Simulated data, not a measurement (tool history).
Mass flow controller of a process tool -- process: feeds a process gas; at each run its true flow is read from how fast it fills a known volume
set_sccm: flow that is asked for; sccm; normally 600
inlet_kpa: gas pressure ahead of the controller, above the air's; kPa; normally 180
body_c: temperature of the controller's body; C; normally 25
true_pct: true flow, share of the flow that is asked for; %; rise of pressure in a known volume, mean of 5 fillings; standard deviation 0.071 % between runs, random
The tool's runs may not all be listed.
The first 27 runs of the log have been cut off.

| run | hour | set_sccm | inlet_kpa | body_c | true_pct |
|---|---|---|---|---|---|
|  | 1365.5 | gauge calibrated |
| 28 | 1431.2 | 439 | 221 | 30 | 99.9 |
| 29 | 1474.6 | 223 | 180 | 26 | 98.99 |
| 30 | 1547.5 | 223 | 180 | 26 | 98.86 |
| 31 | 1583.6 | 914 | 151 | 25 | 99.6 |
| 32 | 1620.8 | 139 | 151 | 25 | 98.47 |
| 33 | 1666.9 | 115 | 195 | 25 | 98.53 |
| 34 | 1743.7 | 300 | 195 | 29 | 99.11 |
| 35 | 1803.4 | 600 | 164 | 25 | 98.79 |
| 36 | 1836.4 | 600 | 164 | 25 | 99.04 |
| 37 | 1900.2 | 847 | 214 | 34 | 100.08 |
| 38 | 1950.3 | 847 | 214 | 34 | 100.09 |
| 39 | 1987.3 | 600 | 180 | 28 | 98.99 |
| 40 | 2048.4 | 600 | 180 | 28 | 99.03 |
| 41 | 2121.3 | 392 | 180 | 25 | 98.31 |
| 42 | 2195.6 | 392 | 180 | 25 | 98.19 |
| 43 | 2248.3 | 506 | 247 | 32 | 99.22 |
| 44 | 2286.8 | 597 | 201 | 20 | 97.88 |
| 45 | 2342.8 | 436 | 213 | 34 | 98.86 |
| 46 | 2410.9 | 120 | 192 | 24 | 97.61 |
| 47 | 2460.4 | 600 | 271 | 35 | 99.35 |

Consider 3 possible next runs. They are alternatives, not a sequence: every one starts from the tool as it was left by run 47. What does each give?
| A | 2530.4 | 600 | 271 | 35 | ? |
| B | 2530.4 | 600 | 180 | 36 | ? |
| C | 2530.4 | 165 | 271 | 30 | ? |

| run | true_pct |
|---|---|
| A | 99.34 |
| B | 99.05 |
| C | 98.4 |
What these runs would have given with no unlogged condition in the tool:
| run | true_pct |
|---|---|
| A | 100.76 |
| B | 100.46 |
| C | 99.79 |
